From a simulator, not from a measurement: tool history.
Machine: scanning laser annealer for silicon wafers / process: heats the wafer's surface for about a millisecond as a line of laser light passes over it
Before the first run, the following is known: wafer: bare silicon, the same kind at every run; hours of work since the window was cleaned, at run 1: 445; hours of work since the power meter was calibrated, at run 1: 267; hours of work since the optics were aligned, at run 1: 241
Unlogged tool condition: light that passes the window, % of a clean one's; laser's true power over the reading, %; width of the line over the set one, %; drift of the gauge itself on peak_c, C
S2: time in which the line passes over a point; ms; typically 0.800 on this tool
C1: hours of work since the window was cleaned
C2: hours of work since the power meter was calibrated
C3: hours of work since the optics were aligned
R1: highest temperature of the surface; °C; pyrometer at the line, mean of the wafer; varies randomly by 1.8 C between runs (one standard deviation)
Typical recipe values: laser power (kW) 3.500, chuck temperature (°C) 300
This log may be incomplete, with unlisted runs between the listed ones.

{"run": 1, "hour": 0.0, "laser power (kW)": 3.5, "S2": 0.8, "chuck temperature (°C)": 300, "C1": 445, "C2": 267, "C3": 241, "R1": 969}
{"run": 2, "hour": 15.3, "laser power (kW)": 3.5, "S2": 0.8, "chuck temperature (°C)": 300, "C1": 454, "C2": 275, "C3": 249, "R1": 968}
{"run": 3, "hour": 37.9, "laser power (kW)": 3.5, "S2": 0.8, "chuck temperature (°C)": 300, "C1": 467, "C2": 288, "C3": 262, "R1": 968}
{"run": 4, "hour": 55.6, "laser power (kW)": 3.5, "S2": 0.8, "chuck temperature (°C)": 300, "C1": 477, "C2": 298, "C3": 272, "R1": 966}
{"run": 5, "hour": 77.6, "laser power (kW)": 3.5, "S2": 0.8, "chuck temperature (°C)": 300, "C1": 489, "C2": 311, "C3": 285, "R1": 965}
{"hour": 83.0, "done": "laser's power meter calibrated"}
{"run": 6, "hour": 105.8, "laser power (kW)": 3.472, "S2": 0.8, "chuck temperature (°C)": 300, "C1": 504, "C2": 13, "C3": 299, "R1": 960}
{"run": 7, "hour": 136.6, "laser power (kW)": 3.472, "S2": 0.8, "chuck temperature (°C)": 300, "C1": 521, "C2": 31, "C3": 317, "R1": 955}
{"run": 8, "hour": 157.0, "laser power (kW)": 3.5, "S2": 0.8, "chuck temperature (°C)": 300, "C1": 533, "C2": 42, "C3": 329, "R1": 961}
{"run": 9, "hour": 174.0, "laser power (kW)": 3.5, "S2": 0.8, "chuck temperature (°C)": 300, "C1": 543, "C2": 52, "C3": 338, "R1": 959}
{"run": 10, "hour": 186.8, "laser power (kW)": 3.124, "S2": 0.8, "chuck temperature (°C)": 272, "C1": 550, "C2": 59, "C3": 346, "R1": 856}
{"run": 11, "hour": 209.0, "laser power (kW)": 3.124, "S2": 0.625, "chuck temperature (°C)": 272, "C1": 563, "C2": 72, "C3": 358, "R1": 783}
{"run": 12, "hour": 230.9, "laser power (kW)": 3.5, "S2": 0.594, "chuck temperature (°C)": 269, "C1": 575, "C2": 84, "C3": 371, "R1": 835}
{"run": 13, "hour": 244.1, "laser power (kW)": 3.5, "S2": 0.594, "chuck temperature (°C)": 269, "C1": 583, "C2": 92, "C3": 378, "R1": 831}
{"hour": 266.6, "done": "laser's power meter calibrated, once more"}
{"run": 14, "hour": 269.5, "laser power (kW)": 3.516, "S2": 0.651, "chuck temperature (°C)": 305, "C1": 595, "C2": 2, "C3": 391, "R1": 902}
{"run": 15, "hour": 294.6, "laser power (kW)": 3.5, "S2": 0.702, "chuck temperature (°C)": 335, "C1": 610, "C2": 16, "C3": 405, "R1": 953}

Here are 5 independent what-if runs from the current tool condition. What would each one return?
{"run": "A", "hour": 324.5, "laser power (kW)": 3.635, "S2": 0.585, "chuck temperature (°C)": 335, "C1": 627, "C2": 33, "C3": 423, "R1": "?"}
{"run": "B", "hour": 324.5, "laser power (kW)": 3.715, "S2": 0.8, "chuck temperature (°C)": 337, "C1": 627, "C2": 33, "C3": 423, "R1": "?"}
{"run": "C", "hour": 324.5, "laser power (kW)": 3.622, "S2": 0.702, "chuck temperature (°C)": 264, "C1": 627, "C2": 33, "C3": 423, "R1": "?"}
{"run": "D", "hour": 324.5, "laser power (kW)": 3.5, "S2": 0.941, "chuck temperature (°C)": 283, "C1": 627, "C2": 33, "C3": 423, "R1": "?"}
{"run": "E", "hour": 324.5, "laser power (kW)": 3.32, "S2": 0.702, "chuck temperature (°C)": 335, "C1": 627, "C2": 33, "C3": 423, "R1": "?"}

run=A R1=920
run=B R1=1047
run=C R1=904
run=D R1=1006
run=E R1=919
What these runs would have given with no unlogged condition in the tool:
run=A R1=961
run=B R1=1096
run=C R1=949
run=D R1=1056
run=E R1=960

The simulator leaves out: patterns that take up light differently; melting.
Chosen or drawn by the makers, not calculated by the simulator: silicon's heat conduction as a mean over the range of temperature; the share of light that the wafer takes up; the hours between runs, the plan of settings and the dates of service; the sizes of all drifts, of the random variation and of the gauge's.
